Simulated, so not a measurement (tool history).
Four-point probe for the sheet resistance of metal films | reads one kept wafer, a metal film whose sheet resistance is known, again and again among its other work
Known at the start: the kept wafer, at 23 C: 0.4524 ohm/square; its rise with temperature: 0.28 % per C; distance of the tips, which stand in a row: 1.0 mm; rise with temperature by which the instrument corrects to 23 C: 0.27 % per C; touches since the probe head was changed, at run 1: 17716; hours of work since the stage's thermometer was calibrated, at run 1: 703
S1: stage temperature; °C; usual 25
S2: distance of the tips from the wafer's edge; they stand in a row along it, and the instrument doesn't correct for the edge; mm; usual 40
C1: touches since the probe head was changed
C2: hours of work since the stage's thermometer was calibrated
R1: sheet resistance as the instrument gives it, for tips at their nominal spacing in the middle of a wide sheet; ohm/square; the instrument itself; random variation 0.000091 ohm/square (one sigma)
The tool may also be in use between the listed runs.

run   hour  S1  S2     C1   C2        R1
  1    0.0  25  40  17716  703  0.452652
  2   10.5  25  40  18095  710  0.452736
  3   20.0  25  40  18435  716  0.452597
  4   34.8  25  40  18971  725  0.452637
  5   52.9  25  40  19621  736  0.452612
  6   62.0  25  40  19948  742  0.452712
  7   76.2  25  40  20461  751  0.452554
  8   94.4  25  40  21115  762  0.452566
  9  109.2  25  40  21647  771  0.452629
 10  124.4  25  40  22194  781  0.452662
 11  141.4  25  40  22808  791  0.452557
 12  159.3  25  40  23450  802  0.452714
 13  177.3  25  40  24101  813  0.452586
 14  192.8  31  40  24657  823  0.452722
 15  205.8  25  40  25126  831  0.452636
 16  216.6  25  40  25514  838  0.452765
 17  231.8  25  18  26062  847  0.453210
 18  245.9  25  58  26570  856  0.452624
 19  256.5  25  40  26951  863  0.452456
 20  275.4  25  12  27632  875  0.454201
 21  285.1  25  40  27980  881  0.452692
 22  299.4  25  40  28496  889  0.452723
 23  308.4  25  40  28818  895  0.452894

Forecast run 24:
 24  323.4  25  40  29360  904   ?

{"run 24": {"R1": 0.452649}}
Without the tool's hidden state the same run would have given R1 0.452650 ohm/square.
